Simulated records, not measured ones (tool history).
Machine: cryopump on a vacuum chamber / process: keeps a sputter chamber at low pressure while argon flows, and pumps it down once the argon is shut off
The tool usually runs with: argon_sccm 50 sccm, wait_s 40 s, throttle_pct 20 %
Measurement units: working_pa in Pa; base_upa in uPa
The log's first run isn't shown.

run 2 day=1.288 | argon_sccm=50 wait_s=40 throttle_pct=20 | working_pa=0.2109 base_upa=1.69
run 3 day=2.175 | argon_sccm=50 wait_s=40 throttle_pct=20 | working_pa=0.2087 base_upa=1.76
run 4 day=3.117 | argon_sccm=50 wait_s=40 throttle_pct=20 | working_pa=0.211 base_upa=1.78
run 5 day=4.833 | argon_sccm=50 wait_s=40 throttle_pct=31 | working_pa=0.1377 base_upa=1.84
run 6 day=6.958 | argon_sccm=50 wait_s=40 throttle_pct=31 | working_pa=0.1389 base_upa=1.81
run 7 day=7.9 | argon_sccm=50 wait_s=40 throttle_pct=31 | working_pa=0.139 base_upa=1.9
run 8 day=9.842 | argon_sccm=50 wait_s=228 throttle_pct=20 | working_pa=0.2132 base_upa=1.42
run 9 day=11.504 | argon_sccm=50 wait_s=228 throttle_pct=20 | working_pa=0.2127 base_upa=1.38
run 10 day=13.325 | argon_sccm=50 wait_s=228 throttle_pct=20 | working_pa=0.2137 base_upa=1.44
run 11 day=14.408 | argon_sccm=50 wait_s=228 throttle_pct=20 | working_pa=0.2126 base_upa=1.45
run 12 day=16.112 | argon_sccm=50 wait_s=228 throttle_pct=20 | working_pa=0.2133 base_upa=1.53
run 13 day=18.167 | argon_sccm=50 wait_s=228 throttle_pct=20 | working_pa=0.2139 base_upa=1.52
run 14 day=20.158 | argon_sccm=50 wait_s=228 throttle_pct=20 | working_pa=0.2162 base_upa=1.59
-- day=21.646 pump warmed up, emptied and cooled again
run 15 day=22.25 | argon_sccm=50 wait_s=228 throttle_pct=20 | working_pa=0.2051 base_upa=1.33
run 16 day=24.396 | argon_sccm=58 wait_s=40 throttle_pct=20 | working_pa=0.2391 base_upa=1.77
run 17 day=25.988 | argon_sccm=58 wait_s=40 throttle_pct=20 | working_pa=0.2384 base_upa=1.83
run 18 day=28 | argon_sccm=58 wait_s=40 throttle_pct=20 | working_pa=0.2396 base_upa=1.85
run 19 day=29.221 | argon_sccm=47 wait_s=20 throttle_pct=29 | working_pa=0.1345 base_upa=2.41
run 20 day=30.242 | argon_sccm=50 wait_s=46 throttle_pct=20 | working_pa=0.2069 base_upa=1.78
run 21 day=31.567 | argon_sccm=50 wait_s=46 throttle_pct=20 | working_pa=0.2078 base_upa=1.76
run 22 day=32.629 | argon_sccm=50 wait_s=46 throttle_pct=20 | working_pa=0.207 base_upa=1.89
run 23 day=33.925 | argon_sccm=50 wait_s=20 throttle_pct=54 | working_pa=0.0796 base_upa=2.53
run 24 day=35.725 | argon_sccm=26 wait_s=40 throttle_pct=55 | working_pa=0.0408 base_upa=2.02
run 25 day=37.604 | argon_sccm=70 wait_s=40 throttle_pct=55 | working_pa=0.11 base_upa=2.01
run 26 day=38.846 | argon_sccm=92 wait_s=215 throttle_pct=54 | working_pa=0.1485 base_upa=1.57

Run 27 has not been measured yet. What should we expect?
run 27 day=41.004 | argon_sccm=92 wait_s=215 throttle_pct=54 | working_pa=? base_upa=?

working_pa: 0.1487 Pa
base_upa: 1.55 uPa
Minus the tool's unlogged condition, the same run would have read working_pa 0.1392 Pa, base_upa 0.23 uPa.
